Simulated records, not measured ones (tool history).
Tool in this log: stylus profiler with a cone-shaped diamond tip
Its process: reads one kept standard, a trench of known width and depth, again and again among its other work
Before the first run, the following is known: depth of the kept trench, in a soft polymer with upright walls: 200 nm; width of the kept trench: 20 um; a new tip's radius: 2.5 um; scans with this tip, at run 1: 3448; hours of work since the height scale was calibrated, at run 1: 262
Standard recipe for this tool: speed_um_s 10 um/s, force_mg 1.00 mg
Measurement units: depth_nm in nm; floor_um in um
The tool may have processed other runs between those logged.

| run | hour | speed_um_s | force_mg | scans with this tip | hours of work since the height scale was calibrated | depth_nm | floor_um |
|---|---|---|---|---|---|---|---|
| 1 | 0.0 | 10 | 1.00 | 3448 | 262 | 200.87 | 17.69 |
| 2 | 24.6 | 2 | 1.00 | 3641 | 277 | 200.63 | 17.73 |
| 3 | 49.2 | 2 | 1.00 | 3835 | 292 | 200.74 | 17.77 |
| 4 | 74.5 | 2 | 1.00 | 4033 | 307 | 200.83 | 17.69 |
| 5 | 95.7 | 10 | 1.00 | 4199 | 320 | 200.74 | 17.59 |
| 6 | 110.0 | 10 | 1.00 | 4311 | 328 | 200.81 | 17.57 |
| 7 | 131.9 | 10 | 1.00 | 4483 | 341 | 200.77 | 17.58 |
| 8 | 148.8 | 10 | 1.00 | 4616 | 351 | 200.83 | 17.54 |
| 9 | 169.7 | 10 | 1.00 | 4780 | 364 | 200.72 | 17.58 |
| 10 | 196.2 | 10 | 1.00 | 4988 | 380 | 200.77 | 17.51 |
| 11 | 211.7 | 5 | 1.14 | 5110 | 389 | 200.84 | 17.58 |
| 12 | 224.5 | 18 | 0.45 | 5210 | 396 | 200.47 | 17.34 |
| 13 | 240.5 | 3 | 2.51 | 5336 | 406 | 201.36 | 17.61 |
| 14 | 253.4 | 10 | 1.33 | 5437 | 414 | 200.84 | 17.50 |

Run 15, settings as shown, results not yet in. Your forecast:
| 15 | 275.7 | 3 | 0.55 | 5611 | 427 | ? | ? |

{"run 15": {"depth_nm": 200.6, "floor_um": 17.53}}
On a tool with no hidden condition, and with the same random variation, this run would have come out at depth_nm 200.44 nm, floor_um 18.01 um.
